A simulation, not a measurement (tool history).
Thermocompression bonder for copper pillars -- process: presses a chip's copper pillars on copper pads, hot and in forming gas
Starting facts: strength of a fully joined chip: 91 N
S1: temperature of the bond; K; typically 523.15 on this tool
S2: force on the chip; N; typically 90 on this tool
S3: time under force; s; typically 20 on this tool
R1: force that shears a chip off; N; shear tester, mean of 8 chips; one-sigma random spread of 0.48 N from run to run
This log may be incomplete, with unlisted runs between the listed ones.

Run 1, hour 0.0: usual settings. Result: R1 40.1 N.
Run 2, hour 8.1: usual settings. Result: R1 39.5 N.
Run 3, hour 15.8: usual settings. Result: R1 39.4 N.
Run 4, hour 22.5: usual settings. Result: R1 39.2 N.
Run 5, hour 29.9: usual settings but S1 515.15 K. Result: R1 35.1 N.
Run 6, hour 40.9: usual settings but S3 12 s. Result: R1 32.5 N.
Run 7, hour 53.9: usual settings but S3 12 s. Result: R1 32.6 N.
Run 8, hour 65.1: usual settings but S3 12 s. Result: R1 32.3 N.
Run 9, hour 76.3: usual settings. Result: R1 39.5 N.
Run 10, hour 88.0: usual settings but S1 533.15 K. Result: R1 43.5 N.
At hour 98.2: forming gas filter changed.
Run 11, hour 102.4: usual settings but S1 533.15 K. Result: R1 48.9 N.
Run 12, hour 112.8: usual settings but S1 545.15 K. Result: R1 56.1 N.
Run 13, hour 126.5: usual settings but S1 545.15 K. Result: R1 55.0 N.
Run 14, hour 140.9: usual settings but S3 16 s. Result: R1 40.0 N.
Run 15, hour 148.6: usual settings but S3 16 s. Result: R1 40.6 N.
Run 16, hour 155.7: usual settings but S3 16 s. Result: R1 39.9 N.
Run 17, hour 162.4: usual settings. Result: R1 42.9 N.
Run 18, hour 170.2: usual settings. Result: R1 42.7 N.
Run 19, hour 179.7: usual settings. Result: R1 43.6 N.
Run 20, hour 188.1: usual settings but S1 502.15 K. Result: R1 31.4 N.
Run 21, hour 202.1: usual settings but S1 502.15 K. Result: R1 32.3 N.
Run 22, hour 215.1: usual settings but S1 529.15 K, S3 31 s. Result: R1 53.6 N.
Run 23, hour 222.8: usual settings but S1 529.15 K, S3 31 s. Result: R1 52.5 N.
Run 24, hour 231.3: usual settings but S1 536.15 K, S3 15 s. Result: R1 45.9 N.
Run 25, hour 241.1: usual settings but S1 536.15 K, S3 15 s. Result: R1 45.2 N.
Run 26, hour 253.5: usual settings but S2 70 N, S3 17 s. Result: R1 32.2 N.
Run 27, hour 259.4: usual settings but S2 70 N, S3 17 s. Result: R1 32.5 N.
Run 28, hour 265.7: usual settings but S1 524.15 K, S2 109 N, S3 13 s. Result: R1 43.6 N.
Run 29, hour 277.9: usual settings but S1 524.15 K, S2 84 N, S3 43 s. Result: R1 52.6 N.
Run 30, hour 285.6: usual settings but S1 510.15 K, S2 104 N, S3 14 s. Result: R1 35.4 N.
Run 31, hour 293.0: usual settings but S1 499.15 K, S3 42 s. Result: R1 40.1 N.
Run 32, hour 302.1: usual settings but S1 499.15 K, S3 42 s. Result: R1 39.8 N.
Run 33, hour 308.6: usual settings but S2 73 N, S3 12 s. Result: R1 29.4 N.
Run 34, hour 318.6: usual settings but S2 70 N, S3 42 s. Result: R1 44.8 N.
Run 35, hour 330.0: usual settings but S2 88 N, S3 42 s. Result: R1 54.2 N.
Run 36, hour 336.9: usual settings but S1 526.15 K, S3 14 s. Result: R1 39.4 N.
Run 37, hour 348.2: usual settings but S1 526.15 K, S3 14 s. Result: R1 39.5 N.
Run 38, hour 360.1: usual settings but S1 552.15 K, S2 81 N, S3 11 s. Result: R1 45.1 N.
Run 39, hour 371.1: usual settings but S1 493.15 K, S2 87 N, S3 17 s. Result: R1 24.4 N.
Run 40, hour 384.4: usual settings but S1 549.15 K, S2 58 N, S3 17 s. Result: R1 38.3 N.

Below, each run's measurement less what the same run would have read without the hidden state. Both values contain the same run-to-run variation, but the gauge's scatter may not be the same in both:
Unlogged tool condition in this case: true temperature of the bond over the reading, C; force that reaches the chip, % of what is set; oxide that the forming gas leaves, % of the face; drift of the gauge itself on shear_n, %.
run    R1
  1  -3.1
  2  -3.1
  3  -3.2
  4  -3.2
  5  -2.8
  6  -2.6
  7  -2.6
  8  -2.6
  9  -3.3
 10  -3.8
 11  +0.8
 12  +0.7
 13  +0.7
 14  +0.8
 15  +0.8
 16  +0.7
 17  +0.8
 18  +0.8
 19  +0.7
 20  +0.8
 21  +0.9
 22  +0.5
 23  +0.5
 24  +0.6
 25  +0.5
 26  +0.6
 27  +0.6
 28  +0.6
 29  +0.5
 30  +0.7
 31  +0.9
 32  +0.9
 33  +0.6
 34  +0.5
 35  +0.3
 36  +0.6
 37  +0.6
 38  +0.1
 39  +0.9
 40  +0.3

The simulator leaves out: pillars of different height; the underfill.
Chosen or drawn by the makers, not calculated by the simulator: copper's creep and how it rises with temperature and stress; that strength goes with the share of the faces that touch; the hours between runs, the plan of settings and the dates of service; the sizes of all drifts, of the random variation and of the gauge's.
